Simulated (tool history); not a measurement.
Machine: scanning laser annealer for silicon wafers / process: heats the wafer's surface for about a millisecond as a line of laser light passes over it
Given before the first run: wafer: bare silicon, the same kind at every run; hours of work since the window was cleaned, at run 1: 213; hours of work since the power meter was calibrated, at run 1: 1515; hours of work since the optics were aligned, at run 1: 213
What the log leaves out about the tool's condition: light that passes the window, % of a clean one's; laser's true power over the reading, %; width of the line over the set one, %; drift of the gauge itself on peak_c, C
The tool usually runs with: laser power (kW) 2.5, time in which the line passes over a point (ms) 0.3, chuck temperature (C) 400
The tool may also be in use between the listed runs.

run   hour  laser power (kW)  time in which the line passes over a point (ms)  chuck temperature (C)  hours of work since the window was cleaned  hours of work since the power meter was calibrated  hours of work since the optics were aligned  highest temperature of the surface (C)
  1      0               2.5                                              0.3                    400                                         213                                                1515                                          213                                    1116
  2   33.1             2.509                                              0.3                    400                                         235                                                1537                                          235                                    1116
  3   91.8               2.5                                            0.268                    400                                         275                                                1577                                          275                                    1070
  4  128.9               2.5                                            0.268                    400                                         300                                                1602                                          300                                    1066
  5  162.3               2.5                                            0.346                    400                                         323                                                1625                                          323                                    1164
  6  217.7             2.378                                              0.3                    400                                         360                                                1662                                          360                                    1071
  7    291             2.378                                              0.3                    400                                         410                                                1712                                          410                                    1066
  8  350.3               2.5                                              0.3                    400                                         450                                                1752                                          450                                    1099
  9  424.5               2.5                                              0.3                    400                                         500                                                1802                                          500                                    1095
 10  495.2             2.255                                              0.3                    400                                         548                                                1850                                          548                                    1027
 11  553.2               2.5                                            0.261                    400                                         587                                                1889                                          587                                    1043
 12  585.3               2.5                                              0.3                    400                                         609                                                1911                                          609                                    1094
 13    629               2.5                                              0.3                    400                                         638                                                1940                                          638                                    1089
 14  698.8               2.5                                              0.3                    400                                         685                                                1987                                          685                                    1088
 15  751.9               2.5                                              0.3                    362                                         721                                                2023                                          721                                    1046
 16  813.1               2.5                                              0.3                    362                                         762                                                2064                                          762                                    1044
 17  887.2               2.5                                              0.3                    362                                         813                                                2115                                          813                                    1043

Run 18 comes next. What will it give?
 18  960.7             2.472                                            0.269                    407                                         862                                                2164                                          862                                       ?

Run 18 came out at highest temperature of the surface (C) 1036.
With the hidden condition absent and the run-to-run variation left alone, this run would have shown highest temperature of the surface (C) 1090.
